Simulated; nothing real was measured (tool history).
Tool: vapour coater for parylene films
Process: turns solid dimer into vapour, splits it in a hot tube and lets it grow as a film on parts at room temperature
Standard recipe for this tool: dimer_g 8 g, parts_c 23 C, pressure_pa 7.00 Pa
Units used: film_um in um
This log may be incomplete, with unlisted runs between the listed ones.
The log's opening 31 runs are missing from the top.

{"run": 32, "hour": 849.3, "dimer_g": 11, "parts_c": 23, "pressure_pa": 2.47, "film_um": 7.75}
{"run": 33, "hour": 873.5, "dimer_g": 8, "parts_c": 26, "pressure_pa": 3.58, "film_um": 4.82}
{"run": 34, "hour": 887.5, "dimer_g": 8, "parts_c": 26, "pressure_pa": 3.58, "film_um": 4.83}
{"run": 35, "hour": 911.9, "dimer_g": 3, "parts_c": 25, "pressure_pa": 9.28, "film_um": 1.61}
{"run": 36, "hour": 941.8, "dimer_g": 6, "parts_c": 23, "pressure_pa": 2.24, "film_um": 4.22}
{"run": 37, "hour": 961.3, "dimer_g": 8, "parts_c": 15, "pressure_pa": 7.23, "film_um": 6.12}
{"run": 38, "hour": 986.2, "dimer_g": 8, "parts_c": 15, "pressure_pa": 7.23, "film_um": 6.12}
{"run": 39, "hour": 1006.2, "dimer_g": 5, "parts_c": 31, "pressure_pa": 7.23, "film_um": 2.35}

What if the next run were any one of these 5? Each begins from the tool's condition after run 39:
{"run": "A", "hour": 1021.1, "dimer_g": 4, "parts_c": 31, "pressure_pa": 7.23, "film_um": "?"}
{"run": "B", "hour": 1021.1, "dimer_g": 6, "parts_c": 31, "pressure_pa": 3.61, "film_um": "?"}
{"run": "C", "hour": 1021.1, "dimer_g": 5, "parts_c": 15, "pressure_pa": 8.03, "film_um": "?"}
{"run": "D", "hour": 1021.1, "dimer_g": 7, "parts_c": 30, "pressure_pa": 6.78, "film_um": "?"}
{"run": "E", "hour": 1021.1, "dimer_g": 5, "parts_c": 34, "pressure_pa": 7.23, "film_um": "?"}

run=A film_um=1.89
run=B film_um=3.16
run=C film_um=3.75
run=D film_um=3.37
run=E film_um=2.15
With no hidden state in the tool, these same runs would have given:
run=A film_um=2.01
run=B film_um=3.35
run=C film_um=3.99
run=D film_um=3.59
run=E film_um=2.29
